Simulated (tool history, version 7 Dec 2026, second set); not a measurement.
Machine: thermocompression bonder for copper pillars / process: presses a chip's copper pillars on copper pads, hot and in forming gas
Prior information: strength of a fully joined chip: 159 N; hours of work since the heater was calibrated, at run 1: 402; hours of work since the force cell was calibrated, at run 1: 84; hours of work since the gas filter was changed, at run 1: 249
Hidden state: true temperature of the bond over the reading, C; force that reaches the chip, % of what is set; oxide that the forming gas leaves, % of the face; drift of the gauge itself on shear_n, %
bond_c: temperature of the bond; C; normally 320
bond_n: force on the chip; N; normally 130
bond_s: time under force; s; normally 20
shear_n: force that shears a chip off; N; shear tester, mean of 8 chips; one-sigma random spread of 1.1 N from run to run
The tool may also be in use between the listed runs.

| run | hour | bond_c | bond_n | bond_s | hours of work since the heater was calibrated | hours of work since the force cell was calibrated | hours of work since the gas filter was changed | shear_n |
|---|---|---|---|---|---|---|---|---|
| 1 | 0 | 320 | 130 | 20 | 402 | 84 | 249 | 95.7 |
| 2 | 6.6 | 320 | 130 | 20 | 405 | 88 | 252 | 93.6 |
| 3 | 14.5 | 320 | 130 | 20 | 409 | 92 | 256 | 95.2 |
| 4 | 21.2 | 305 | 130 | 20 | 412 | 95 | 260 | 79.1 |
| 5 | 25.6 | 305 | 130 | 20 | 414 | 97 | 262 | 80.9 |
| 6 | 30.4 | 305 | 130 | 20 | 417 | 99 | 264 | 79.7 |
| 7 | 39.8 | 305 | 130 | 20 | 421 | 104 | 269 | 80.5 |
| 8 | 45 | 305 | 130 | 20 | 424 | 107 | 271 | 79.9 |
| 9 | 53.1 | 320 | 93 | 20 | 428 | 111 | 275 | 78.2 |
| 10 | 58.2 | 320 | 120 | 20 | 430 | 113 | 278 | 89.7 |
|  | 63.1 | forming gas filter changed |
| 11 | 64.6 | 304 | 130 | 20 | 433 | 116 | 1 | 82.2 |
| 12 | 73 | 304 | 130 | 20 | 438 | 120 | 5 | 80.5 |
| 13 | 80.3 | 304 | 130 | 20 | 441 | 124 | 8 | 79.9 |
| 14 | 87.6 | 304 | 130 | 20 | 445 | 127 | 12 | 79.7 |
| 15 | 92.4 | 320 | 130 | 20 | 447 | 130 | 14 | 97.3 |
| 16 | 101.4 | 320 | 130 | 20 | 452 | 134 | 19 | 97.3 |
| 17 | 109.9 | 320 | 130 | 20 | 456 | 138 | 23 | 96.5 |
| 18 | 117.2 | 327 | 130 | 20 | 459 | 142 | 27 | 105.6 |
| 19 | 126.8 | 327 | 130 | 20 | 464 | 147 | 31 | 103.2 |
| 20 | 134.5 | 327 | 130 | 20 | 468 | 151 | 35 | 103.9 |
| 21 | 139.3 | 320 | 170 | 24 | 470 | 153 | 38 | 119.1 |
| 22 | 148.3 | 320 | 170 | 24 | 475 | 157 | 42 | 116 |
| 23 | 157.2 | 320 | 117 | 20 | 479 | 162 | 46 | 90.7 |
| 24 | 164.2 | 315 | 130 | 17 | 483 | 165 | 50 | 87.4 |
| 25 | 171.3 | 315 | 130 | 17 | 486 | 169 | 53 | 86.8 |
| 26 | 180.7 | 313 | 177 | 51 | 491 | 173 | 58 | 130.2 |
| 27 | 190.2 | 313 | 177 | 51 | 495 | 178 | 63 | 126.2 |
| 28 | 195 | 294 | 92 | 42 | 498 | 180 | 65 | 72.8 |
| 29 | 201.3 | 333 | 109 | 42 | 501 | 184 | 68 | 118.4 |
| 30 | 209.2 | 320 | 130 | 14 | 505 | 187 | 72 | 86.1 |
| 31 | 213.2 | 320 | 130 | 14 | 507 | 189 | 74 | 85.5 |
| 32 | 222.5 | 320 | 130 | 47 | 511 | 194 | 79 | 119.3 |
| 33 | 229.6 | 337 | 130 | 20 | 515 | 197 | 82 | 113.8 |
| 34 | 237.5 | 292 | 130 | 20 | 519 | 201 | 86 | 68.3 |
| 35 | 242.5 | 292 | 130 | 20 | 521 | 204 | 88 | 66.4 |
| 36 | 246.8 | 343 | 116 | 28 | 523 | 206 | 91 | 122.8 |
| 37 | 250.8 | 327 | 116 | 54 | 525 | 208 | 93 | 123.1 |
| 38 | 257.2 | 320 | 162 | 30 | 528 | 211 | 96 | 119.1 |
| 39 | 264.6 | 316 | 103 | 43 | 532 | 215 | 99 | 103 |

Pick out some run-to-run changes in shear_n. Of each, how much would a tool without hidden state show as well, from the settings, what came in and chance, and how much is left for the hidden state and any gauge scatter not in both results compared?
Run 3 -> 4: bond_c 320 -> 305. shear_n -16.1 N: hidden state +0.5, all else -16.6.
Run 9 -> 10: bond_n 93 -> 120. shear_n +11.5 N: hidden state -0.6, all else +12.1.
Run 10 -> 11: bond_c 320 -> 304, bond_n 120 -> 130, forming gas filter changed. shear_n -7.5 N: hidden state +3.3, all else -10.8.
Run 27 -> 28: bond_c 313 -> 294, bond_n 177 -> 92, bond_s 51 -> 42. shear_n -53.4 N: hidden state -0.2, all else -53.2.
Run 28 -> 29: bond_c 294 -> 333, bond_n 92 -> 109. shear_n +45.6 N: hidden state -0.1, all else +45.7.
Run 35 -> 36: bond_c 292 -> 343, bond_n 130 -> 116, bond_s 20 -> 28. shear_n +56.4 N: hidden state -0.5, all else +56.9.
